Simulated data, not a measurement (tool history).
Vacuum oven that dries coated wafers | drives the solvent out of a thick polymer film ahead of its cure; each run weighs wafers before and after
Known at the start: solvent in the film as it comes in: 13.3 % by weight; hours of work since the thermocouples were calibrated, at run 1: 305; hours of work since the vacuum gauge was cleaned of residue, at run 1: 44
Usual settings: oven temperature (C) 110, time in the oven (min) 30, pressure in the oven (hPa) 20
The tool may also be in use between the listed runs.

run   hour  oven temperature (C)  time in the oven (min)  pressure in the oven (hPa)  hours of work since the thermocouples were calibrated  hours of work since the vacuum gauge was cleaned of residue  solvent left in the film (%)
  1      0                   110                      30                          20                                                    305                                                           44                         4.277
  2     10                   110                      30                          20                                                    309                                                           48                         4.289
  3   26.8                    97                      30                          20                                                    317                                                           55                         6.669
  4   46.1                    97                      30                          20                                                    325                                                           64                         6.674
  5     65                    97                      30                          20                                                    333                                                           72                         6.675
  6   79.1                    97                      30                          20                                                    339                                                           78                          6.68
  7   99.9                    99                      30                          20                                                    349                                                           87                         6.304
  8  112.2                    99                      30                          20                                                    354                                                           93                         6.295
  9  127.6                    99                      20                          20                                                    361                                                           99                         7.522
 10  144.7                    99                      20                          20                                                    368                                                          107                         7.531
 11  163.3                    99                      20                          20                                                    376                                                          115                         7.523
 12  181.5                    99                      20                          20                                                    384                                                          123                         7.506
 13  192.2                   110                      30                        12.5                                                    389                                                          128                         3.813
 14    204                   109                      29                        13.6                                                    394                                                          133                         4.175
 15  217.3                   103                      43                        14.7                                                    400                                                          139                         3.942
 16    227                   119                      38                          20                                                    404                                                          143                          2.24
 17  246.8                   106                      38                        28.1                                                    413                                                          152                          4.82
 18  261.8                   120                      38                        27.4                                                    419                                                          158                         2.525
 19  277.5                   120                      35                        29.2                                                    426                                                          165                         2.804
 20  298.8                   120                      15                        32.7                                                    436                                                          174                         5.555
 21  312.9                   120                      15                        32.7                                                    442                                                          181                         5.543
 22    326                   100                      30                          20                                                    447                                                          186                         6.115
 23  341.2                   100                      30                          20                                                    454                                                          193                         6.112

Forecast each of these 5 alternatives for the next run:
  A  354.2                   119                      26                        20.2                                                    460                                                          199                             ?
  B  354.2                   112                      30                        61.6                                                    460                                                          199                             ?
  C  354.2                   106                      30                          20                                                    460                                                          199                             ?
  D  354.2                   119                      29                        29.2                                                    460                                                          199                             ?
  E  354.2                   100                      45                          20                                                    460                                                          199                             ?

run  solvent left in the film (%)
  A                         3.303
  B                         6.487
  C                         5.011
  D                         3.429
  E                         4.816
Without the tool's hidden state the same runs would have given:
run  solvent left in the film (%)
  A                          3.39
  B                         6.621
  C                         5.108
  D                         3.518
  E                         4.907
